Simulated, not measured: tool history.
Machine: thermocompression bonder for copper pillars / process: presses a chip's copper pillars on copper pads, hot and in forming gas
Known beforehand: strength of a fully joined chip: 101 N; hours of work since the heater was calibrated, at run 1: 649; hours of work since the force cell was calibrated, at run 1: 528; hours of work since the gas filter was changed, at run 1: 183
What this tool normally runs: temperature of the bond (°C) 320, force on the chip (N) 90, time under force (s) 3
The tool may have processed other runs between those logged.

run,day,temperature of the bond (°C),force on the chip (N),time under force (s),hours of work since the heater was calibrated,hours of work since the force cell was calibrated,hours of work since the gas filter was changed,force that shears a chip off (N)
1,0,320,90,3,649,528,183,54.9
2,0.829,320,90,3,662,541,196,54.9
3,1.45,320,90,3,672,551,206,54
4,2.375,320,90,4,687,566,221,57.5
5,2.954,320,90,4,696,575,230,58.9
6,3.988,341,90,3,713,592,247,62.9
7,4.579,341,90,3,722,601,257,61.9
8,5.604,320,90,3,739,618,273,53.8
9,6.625,320,90,3,755,634,290,51.6
10,7.504,320,90,3,769,649,304,51.7
11,8.021,320,90,3,778,657,312,51.6
12,8.596,320,90,3,787,666,321,51.2
13,9.358,320,101,3,799,678,334,55.7
14,9.979,320,101,3,809,688,344,55.5
15,11.075,320,90,3,827,706,361,51.2
# day 12.279: heater calibrated with a thermocouple chip
16,12.279,326,90,3,0,724,379,56.1
17,12.804,326,90,3,8,733,388,57
18,13.379,326,90,3,18,742,397,56.3
19,14.383,326,90,3,34,758,413,55.6
# day 14.862: forming gas filter changed
20,15.321,320,90,3,49,773,7,58.7
21,15.8,299,102,5,56,780,15,64
22,16.854,299,102,5,73,797,32,62.6
23,17.662,320,72,3,86,810,45,47.8
# day 17.788: force cell calibrated
24,18.425,320,72,3,98,10,56,47.3
25,19.125,330,122,2,109,22,68,70.1
# day 19.454: force cell calibrated, once more
26,19.7,320,90,2,117,4,76,50.5
27,20.308,320,90,2,127,14,86,50.6
28,21.271,320,90,2,142,29,101,50.3
29,22.092,320,90,2,156,42,114,51.1
30,23.167,327,90,3,173,60,132,60.3
31,23.708,327,90,3,182,69,140,60
32,24.825,299,63,3,200,86,158,33.2
33,25.621,314,127,2,212,99,171,61.3
34,26.396,314,127,2,225,112,184,61.7
35,27.346,314,127,2,240,127,199,61.6
36,28.029,317,90,3,251,138,210,55.3
37,28.688,324,80,2,262,149,221,45.3
38,29.588,333,95,2,276,163,235,56.2

Run 39 has not been measured yet. What should we expect?
39,30.096,314,129,4,285,171,243,?

{"run 39": {"force that shears a chip off (N)": 71.9}}
With the hidden condition absent and the run-to-run variation left alone, this run would have shown force that shears a chip off (N) 77.7.
